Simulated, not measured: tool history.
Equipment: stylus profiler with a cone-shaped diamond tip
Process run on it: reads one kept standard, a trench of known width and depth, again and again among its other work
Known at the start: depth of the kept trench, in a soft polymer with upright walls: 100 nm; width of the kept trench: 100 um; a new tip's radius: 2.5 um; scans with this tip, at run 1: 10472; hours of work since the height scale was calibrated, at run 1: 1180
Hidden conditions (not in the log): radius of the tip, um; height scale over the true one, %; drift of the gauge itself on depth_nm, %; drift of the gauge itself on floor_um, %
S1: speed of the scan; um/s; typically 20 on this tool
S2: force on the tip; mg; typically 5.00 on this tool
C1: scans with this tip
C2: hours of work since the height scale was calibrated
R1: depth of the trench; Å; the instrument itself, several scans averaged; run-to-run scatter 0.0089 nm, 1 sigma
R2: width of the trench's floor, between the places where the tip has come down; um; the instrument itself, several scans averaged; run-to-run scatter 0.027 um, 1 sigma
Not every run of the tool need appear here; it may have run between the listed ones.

{"run": 1, "hour": 0.0, "S1": 20, "S2": 5.0, "C1": 10472, "C2": 1180, "R1": 1022.32, "R2": 98.22}
{"run": 2, "hour": 69.7, "S1": 20, "S2": 5.0, "C1": 10813, "C2": 1219, "R1": 1022.5, "R2": 98.25}
{"run": 3, "hour": 124.4, "S1": 20, "S2": 2.12, "C1": 11080, "C2": 1249, "R1": 1013.46, "R2": 98.15}
{"hour": 139.6, "done": "height scale calibrated on a step standard"}
{"run": 4, "hour": 161.2, "S1": 20, "S2": 2.12, "C1": 11258, "C2": 12, "R1": 1014.44, "R2": 98.19}
{"run": 5, "hour": 216.3, "S1": 20, "S2": 2.12, "C1": 11528, "C2": 42, "R1": 1014.48, "R2": 98.18}
{"run": 6, "hour": 279.2, "S1": 20, "S2": 2.12, "C1": 11836, "C2": 77, "R1": 1014.55, "R2": 98.19}
{"run": 7, "hour": 335.2, "S1": 20, "S2": 5.0, "C1": 12110, "C2": 108, "R1": 1023.68, "R2": 98.25}
{"run": 8, "hour": 375.0, "S1": 20, "S2": 5.0, "C1": 12305, "C2": 130, "R1": 1023.73, "R2": 98.24}
{"run": 9, "hour": 442.0, "S1": 20, "S2": 5.0, "C1": 12633, "C2": 167, "R1": 1023.68, "R2": 98.2}
{"run": 10, "hour": 485.3, "S1": 20, "S2": 5.0, "C1": 12845, "C2": 191, "R1": 1023.76, "R2": 98.21}
{"run": 11, "hour": 524.8, "S1": 20, "S2": 5.0, "C1": 13038, "C2": 213, "R1": 1023.95, "R2": 98.17}
{"hour": 559.4, "done": "height scale calibrated on a step standard, once more"}
{"run": 12, "hour": 559.4, "S1": 11, "S2": 2.12, "C1": 13205, "C2": 0, "R1": 1011.94, "R2": 98.18}
{"run": 13, "hour": 630.0, "S1": 11, "S2": 11.72, "C1": 13551, "C2": 39, "R1": 1037.14, "R2": 98.22}
{"run": 14, "hour": 680.6, "S1": 14, "S2": 5.0, "C1": 13799, "C2": 67, "R1": 1021.2, "R2": 98.21}
{"run": 15, "hour": 734.5, "S1": 72, "S2": 4.38, "C1": 14062, "C2": 97, "R1": 1019.4, "R2": 98.02}
{"run": 16, "hour": 780.1, "S1": 72, "S2": 4.38, "C1": 14286, "C2": 122, "R1": 1019.51, "R2": 97.96}
{"run": 17, "hour": 816.9, "S1": 47, "S2": 1.83, "C1": 14466, "C2": 142, "R1": 1011.17, "R2": 98.0}
{"run": 18, "hour": 858.2, "S1": 47, "S2": 1.83, "C1": 14668, "C2": 165, "R1": 1011.14, "R2": 98.0}
{"run": 19, "hour": 886.7, "S1": 47, "S2": 1.83, "C1": 14808, "C2": 181, "R1": 1011.31, "R2": 97.98}

Predict each of these 3 candidate next runs independently; none follows another, all start after run 19:
{"run": "A", "hour": 930.6, "S1": 61, "S2": 13.54, "C1": 15022, "C2": 205, "R1": "?", "R2": "?"}
{"run": "B", "hour": 930.6, "S1": 24, "S2": 13.83, "C1": 15022, "C2": 205, "R1": "?", "R2": "?"}
{"run": "C", "hour": 930.6, "S1": 9, "S2": 3.22, "C1": 15022, "C2": 205, "R1": "?", "R2": "?"}

run=A R1=1041.05 R2=98.08
run=B R1=1041.61 R2=98.17
run=C R1=1016.11 R2=98.13
Without the tool's unlogged condition, the same runs would have read:
run=A R1=1040.40 R2=98.49
run=B R1=1040.96 R2=98.58
run=C R1=1015.48 R2=98.54
